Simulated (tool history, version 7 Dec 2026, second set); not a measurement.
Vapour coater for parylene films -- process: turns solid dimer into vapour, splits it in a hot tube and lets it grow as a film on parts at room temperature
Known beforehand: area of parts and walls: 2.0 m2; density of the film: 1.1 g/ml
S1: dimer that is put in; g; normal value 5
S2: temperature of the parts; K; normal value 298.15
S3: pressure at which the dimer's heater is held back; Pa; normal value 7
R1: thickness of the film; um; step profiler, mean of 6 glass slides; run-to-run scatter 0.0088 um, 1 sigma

run 1 hour=0 | S1=5 S2=298.15 S3=7 | R1=1.174
run 2 hour=48.4 | S1=5 S2=298.15 S3=7 | R1=1.176
run 3 hour=97.2 | S1=5 S2=298.15 S3=5.01 | R1=1.229
run 4 hour=175.4 | S1=5 S2=298.15 S3=5.01 | R1=1.231
run 5 hour=224.8 | S1=5 S2=290.15 S3=7 | R1=1.403
run 6 hour=287.8 | S1=5 S2=290.15 S3=7 | R1=1.38
run 7 hour=327.3 | S1=5 S2=290.15 S3=7 | R1=1.392
run 8 hour=364.6 | S1=5 S2=298.15 S3=7.59 | R1=1.134
run 9 hour=411.4 | S1=5 S2=298.15 S3=7 | R1=1.138
run 10 hour=482.4 | S1=5 S2=298.15 S3=7 | R1=1.135
run 11 hour=519.2 | S1=5 S2=298.15 S3=2.05 | R1=1.385
run 12 hour=573.1 | S1=5 S2=298.15 S3=2.05 | R1=1.392
run 13 hour=620.4 | S1=5 S2=298.15 S3=2.05 | R1=1.386
run 14 hour=656.4 | S1=5 S2=298.15 S3=2.05 | R1=1.379
run 15 hour=716.6 | S1=5 S2=298.15 S3=2.05 | R1=1.368
run 16 hour=751 | S1=5 S2=298.15 S3=2.05 | R1=1.386
run 17 hour=797.8 | S1=5 S2=298.15 S3=7 | R1=1.122
run 18 hour=850.3 | S1=5 S2=298.15 S3=7 | R1=1.111
run 19 hour=893.8 | S1=5 S2=295.15 S3=2.04 | R1=1.475
-- hour=901.9 table's thermometer calibrated
-- hour=909.3 trap's valve overhauled
run 20 hour=958.5 | S1=4 S2=308.15 S3=4.37 | R1=0.816
run 21 hour=1013.8 | S1=5 S2=298.15 S3=2.38 | R1=1.428
run 22 hour=1091.8 | S1=5 S2=298.15 S3=2.38 | R1=1.394
run 23 hour=1172 | S1=5 S2=298.15 S3=2.38 | R1=1.402
run 24 hour=1244.8 | S1=4 S2=301.15 S3=7 | R1=0.877
run 25 hour=1307 | S1=4 S2=294.15 S3=7 | R1=1.028
run 26 hour=1352.2 | S1=5 S2=292.15 S3=7 | R1=1.329
-- hour=1371.6 table's thermometer calibrated, once more
run 27 hour=1422 | S1=2 S2=294.15 S3=2.61 | R1=0.585
run 28 hour=1495.6 | S1=2 S2=294.15 S3=6.41 | R1=0.5
run 29 hour=1529.9 | S1=5 S2=307.15 S3=2.68 | R1=1.068
run 30 hour=1606.5 | S1=5 S2=307.15 S3=2.68 | R1=1.062
run 31 hour=1661.5 | S1=2 S2=298.15 S3=7 | R1=0.454
run 32 hour=1743.2 | S1=2 S2=298.15 S3=7 | R1=0.442
run 33 hour=1811.1 | S1=5 S2=296.15 S3=7.04 | R1=1.145

Consider 3 possible next runs. They are alternatives, not a sequence: every one starts from the tool as it was left by run 33. What does each give?
run A hour=1883.1 | S1=8 S2=296.15 S3=2.51 | R1=?
run B hour=1883.1 | S1=5 S2=296.15 S3=4.93 | R1=?
run C hour=1883.1 | S1=5 S2=296.15 S3=11.02 | R1=?

run=A R1=2.19
run=B R1=1.215
run=C R1=1.056
Without the tool's unlogged condition, the same runs would have read:
run=A R1=2.334
run=B R1=1.295
run=C R1=1.126
